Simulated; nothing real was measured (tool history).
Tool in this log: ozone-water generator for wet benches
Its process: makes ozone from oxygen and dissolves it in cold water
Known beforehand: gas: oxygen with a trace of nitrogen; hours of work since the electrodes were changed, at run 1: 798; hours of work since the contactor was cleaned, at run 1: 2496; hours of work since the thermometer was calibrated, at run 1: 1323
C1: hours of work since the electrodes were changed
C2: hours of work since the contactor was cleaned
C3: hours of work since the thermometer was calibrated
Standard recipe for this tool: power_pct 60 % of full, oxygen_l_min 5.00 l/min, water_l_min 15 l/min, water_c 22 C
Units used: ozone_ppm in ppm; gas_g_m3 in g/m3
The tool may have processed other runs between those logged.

run 1 hour=0.0 | power_pct=60 oxygen_l_min=5.00 water_l_min=15 water_c=22 | C1=798 C2=2496 C3=1323 | ozone_ppm=20.1 gas_g_m3=195.3
run 2 hour=32.0 | power_pct=60 oxygen_l_min=5.00 water_l_min=15 water_c=22 | C1=826 C2=2524 C3=1351 | ozone_ppm=20.0 gas_g_m3=196.0
run 3 hour=49.0 | power_pct=60 oxygen_l_min=5.00 water_l_min=15 water_c=22 | C1=841 C2=2539 C3=1366 | ozone_ppm=19.7 gas_g_m3=196.5
run 4 hour=70.6 | power_pct=60 oxygen_l_min=5.00 water_l_min=10 water_c=22 | C1=860 C2=2558 C3=1385 | ozone_ppm=25.7 gas_g_m3=197.3
run 5 hour=92.5 | power_pct=60 oxygen_l_min=5.00 water_l_min=10 water_c=22 | C1=879 C2=2577 C3=1404 | ozone_ppm=25.4 gas_g_m3=195.6
run 6 hour=113.1 | power_pct=60 oxygen_l_min=5.00 water_l_min=10 water_c=22 | C1=897 C2=2595 C3=1422 | ozone_ppm=26.1 gas_g_m3=197.5
run 7 hour=133.4 | power_pct=60 oxygen_l_min=5.00 water_l_min=15 water_c=22 | C1=915 C2=2613 C3=1440 | ozone_ppm=19.6 gas_g_m3=194.8
run 8 hour=162.9 | power_pct=60 oxygen_l_min=5.00 water_l_min=15 water_c=22 | C1=941 C2=2639 C3=1466 | ozone_ppm=19.7 gas_g_m3=196.1
run 9 hour=191.0 | power_pct=60 oxygen_l_min=5.00 water_l_min=15 water_c=22 | C1=965 C2=2663 C3=1490 | ozone_ppm=19.8 gas_g_m3=194.9
run 10 hour=225.4 | power_pct=60 oxygen_l_min=5.00 water_l_min=15 water_c=22 | C1=996 C2=2693 C3=1520 | ozone_ppm=19.6 gas_g_m3=195.5
-- hour=231.2 contactor cleaned
run 11 hour=266.7 | power_pct=60 oxygen_l_min=5.00 water_l_min=15 water_c=22 | C1=1028 C2=31 C3=1553 | ozone_ppm=18.7 gas_g_m3=195.1
run 12 hour=296.9 | power_pct=60 oxygen_l_min=5.00 water_l_min=15 water_c=22 | C1=1055 C2=58 C3=1580 | ozone_ppm=19.2 gas_g_m3=194.0
run 13 hour=323.4 | power_pct=50 oxygen_l_min=4.56 water_l_min=15 water_c=22 | C1=1078 C2=81 C3=1603 | ozone_ppm=16.2 gas_g_m3=176.1
run 14 hour=339.8 | power_pct=50 oxygen_l_min=4.56 water_l_min=15 water_c=22 | C1=1092 C2=95 C3=1617 | ozone_ppm=16.3 gas_g_m3=176.6
run 15 hour=366.4 | power_pct=42 oxygen_l_min=2.97 water_l_min=10 water_c=23 | C1=1116 C2=118 C3=1641 | ozone_ppm=19.6 gas_g_m3=199.1
run 16 hour=388.5 | power_pct=49 oxygen_l_min=2.97 water_l_min=10 water_c=23 | C1=1135 C2=138 C3=1660 | ozone_ppm=22.4 gas_g_m3=227.0
run 17 hour=420.8 | power_pct=49 oxygen_l_min=2.97 water_l_min=10 water_c=23 | C1=1163 C2=166 C3=1688 | ozone_ppm=22.8 gas_g_m3=227.8
-- hour=444.5 contactor cleaned, once more
run 18 hour=463.2 | power_pct=78 oxygen_l_min=7.74 water_l_min=10 water_c=22 | C1=1197 C2=16 C3=1722 | ozone_ppm=28.6 gas_g_m3=183.9
run 19 hour=487.8 | power_pct=53 oxygen_l_min=5.00 water_l_min=15 water_c=14 | C1=1219 C2=38 C3=1743 | ozone_ppm=20.6 gas_g_m3=172.1
run 20 hour=510.7 | power_pct=77 oxygen_l_min=4.40 water_l_min=15 water_c=14 | C1=1239 C2=58 C3=1763 | ozone_ppm=29.9 gas_g_m3=263.6
run 21 hour=540.8 | power_pct=77 oxygen_l_min=4.40 water_l_min=15 water_c=14 | C1=1265 C2=84 C3=1790 | ozone_ppm=30.0 gas_g_m3=262.6
run 22 hour=578.3 | power_pct=77 oxygen_l_min=4.40 water_l_min=17 water_c=14 | C1=1298 C2=117 C3=1823 | ozone_ppm=26.6 gas_g_m3=263.5
run 23 hour=609.1 | power_pct=77 oxygen_l_min=4.40 water_l_min=17 water_c=14 | C1=1325 C2=144 C3=1850 | ozone_ppm=26.6 gas_g_m3=262.8
run 24 hour=641.6 | power_pct=73 oxygen_l_min=6.90 water_l_min=15 water_c=22 | C1=1353 C2=173 C3=1878 | ozone_ppm=22.2 gas_g_m3=185.8

Here are 5 independent what-if runs from the current tool condition. What would each one return?
run A hour=670.5 | power_pct=73 oxygen_l_min=4.54 water_l_min=15 water_c=26 | C1=1379 C2=198 C3=1904 | ozone_ppm=? gas_g_m3=?
run B hour=670.5 | power_pct=60 oxygen_l_min=7.07 water_l_min=14 water_c=19 | C1=1379 C2=198 C3=1904 | ozone_ppm=? gas_g_m3=?
run C hour=670.5 | power_pct=60 oxygen_l_min=3.55 water_l_min=15 water_c=24 | C1=1379 C2=198 C3=1904 | ozone_ppm=? gas_g_m3=?
run D hour=670.5 | power_pct=73 oxygen_l_min=6.90 water_l_min=14 water_c=27 | C1=1379 C2=198 C3=1904 | ozone_ppm=? gas_g_m3=?
run E hour=670.5 | power_pct=73 oxygen_l_min=4.40 water_l_min=15 water_c=22 | C1=1379 C2=198 C3=1904 | ozone_ppm=? gas_g_m3=?

run=A ozone_ppm=22.9 gas_g_m3=246.1
run=B ozone_ppm=20.7 gas_g_m3=154.7
run=C ozone_ppm=20.9 gas_g_m3=243.3
run=D ozone_ppm=20.9 gas_g_m3=189.7
run=E ozone_ppm=24.5 gas_g_m3=251.6
Without the tool's hidden state the same runs would have given:
run=A ozone_ppm=24.5 gas_g_m3=259.6
run=B ozone_ppm=22.0 gas_g_m3=161.6
run=C ozone_ppm=22.1 gas_g_m3=254.3
run=D ozone_ppm=22.4 gas_g_m3=200.1
run=E ozone_ppm=26.2 gas_g_m3=265.5
